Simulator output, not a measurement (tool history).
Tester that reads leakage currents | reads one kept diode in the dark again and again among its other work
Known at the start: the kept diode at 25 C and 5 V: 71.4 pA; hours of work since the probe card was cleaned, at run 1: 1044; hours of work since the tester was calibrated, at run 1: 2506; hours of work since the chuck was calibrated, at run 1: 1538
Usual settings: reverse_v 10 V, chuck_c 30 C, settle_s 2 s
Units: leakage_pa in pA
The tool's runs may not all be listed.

run    hour  reverse_v  chuck_c  settle_s  hours of work since the probe card was cleaned  hours of work since the tester was calibrated  hours of work since the chuck was calibrated  leakage_pa
  1       0         10       30         2                                            1044                                           2506                                          1538      156.54
  2   153.2         10       30         2                                            1132                                           2594                                          1626      156.99
  3   361.7         10       28         2                                            1251                                           2713                                          1745      138.33
  4   521.6         10       28         2                                            1343                                           2805                                          1836      140.01
  5   756.2         10       30         2                                            1477                                           2939                                          1971      160.13
  6     980         10       30         2                                            1605                                           3067                                          2099      160.78
  7    1103         10       30         2                                            1675                                           3137                                          2169      161.88
     1188.5  -- chuck's temperature calibrated
       1213  -- probe card cleaned and baked
  8  1308.6         10       22         2                                              55                                           3252                                            67       79.88
  9  1443.6         10       22         2                                             132                                           3329                                           144       81.59
 10  1573.8         10       23         2                                             206                                           3404                                           219        87.7
 11  1805.7        2.1       23         2                                             339                                           3536                                           351       42.82
 12  1935.8       11.5       45       3.1                                             413                                           3611                                           426      466.31
 13  2058.5       11.5       45       3.1                                             484                                           3681                                           496      469.48
 14  2194.8         10       30       0.6                                             562                                           3759                                           574      156.49

Forecast each of these 4 alternatives for the next run:
  A  2299.7         10       30      0.31                                             622                                           3819                                           634           ?
  B  2299.7        5.4       30      1.97                                             622                                           3819                                           634           ?
  C  2299.7         10       28      1.15                                             622                                           3819                                           634           ?
  D  2299.7        6.2       21      0.35                                             622                                           3819                                           634           ?

run  leakage_pa
  A      163.99
  B      114.97
  C      135.06
  D       68.83
Without the tool's hidden state the same runs would have given:
run  leakage_pa
  A      155.49
  B      110.62
  C      126.52
  D       63.41

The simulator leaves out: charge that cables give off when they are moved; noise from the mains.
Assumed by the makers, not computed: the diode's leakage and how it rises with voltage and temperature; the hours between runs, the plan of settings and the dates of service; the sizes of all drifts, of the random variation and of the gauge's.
